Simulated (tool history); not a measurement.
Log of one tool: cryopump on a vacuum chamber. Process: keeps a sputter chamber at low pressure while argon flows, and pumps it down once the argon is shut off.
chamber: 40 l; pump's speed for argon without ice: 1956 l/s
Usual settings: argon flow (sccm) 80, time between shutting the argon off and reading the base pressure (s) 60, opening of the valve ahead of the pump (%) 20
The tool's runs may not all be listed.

run	day	argon flow (sccm)	time between shutting the argon off and reading the base pressure (s)	opening of the valve ahead of the pump (%)	pressure while argon flows (Pa)	pressure after the wait (uPa)
1	0	80	60	20	0.3645	2.4
2	1.675	80	60	20	0.3695	2.45
3	4.575	80	60	46	0.1852	2.6
# day 6.125: pump warmed up, emptied and cooled again
4	6.867	80	60	24	0.2915	2.15
5	9.938	80	60	24	0.2961	2.35
6	12.983	80	60	24	0.3026	2.35
7	16.188	80	60	37	0.2073	2.45
8	19.146	80	60	20	0.3783	2.57
9	21.804	80	60	20	0.3816	2.82
# day 22.608: pump warmed up, emptied and cooled again
10	24.679	80	60	20	0.3492	2.27
11	27.892	80	60	20	0.3541	2.41
# day 28.571: leaking fittings of the chamber tightened, without venting
12	30.867	80	60	20	0.3627	1.31
13	33.533	35	60	20	0.1629	1.35
14	36.971	35	60	20	0.1654	1.42
# day 39.196: pump warmed up, emptied and cooled again
15	40.2	35	60	20	0.1534	1.36
16	41.804	35	60	20	0.1534	1.39
17	44.146	35	93	20	0.1552	1.01
18	45.829	71	300	20	0.3192	0.55
19	47.288	136	60	20	0.6167	1.49
20	50.579	35	92	44	0.0796	1.09
21	52.142	35	92	44	0.0817	1.1
# day 55.488: pump warmed up, emptied and cooled again
22	55.488	39	36	38	0.0894	2.16
23	58.471	87	171	58	0.1391	0.72
24	61.204	48	39	44	0.1026	2.08
25	64.325	48	39	44	0.1058	2.21
26	67.738	121	107	32	0.3701	1.13
27	70.117	80	61	42	0.199	1.69
# day 71.846: pump warmed up, emptied and cooled again
28	72.362	80	61	42	0.1692	1.49
29	73.846	59	52	42	0.126	1.7
30	75.267	59	136	35	0.1515	0.94
31	77.171	59	136	35	0.154	0.98
32	80.35	125	49	16	0.7022	1.86
33	82.842	125	49	16	0.7125	2.05
34	85.938	159	133	16	0.9289	1.17

Forecast each of these 4 alternatives for the next run:
A	87.717	72	133	16	?	?
B	87.717	159	39	19	?	?
C	87.717	82	155	34	?	?
D	87.717	80	60	28	?	?

run	pressure while argon flows (Pa)	pressure after the wait (uPa)
A	0.425	1.17
B	0.7953	2.37
C	0.2477	1.11
D	0.2867	1.75
Without the tool's hidden state the same runs would have given:
run	pressure while argon flows (Pa)	pressure after the wait (uPa)
A	0.3901	0.63
B	0.7189	1.83
C	0.208	0.56
D	0.2479	1.21
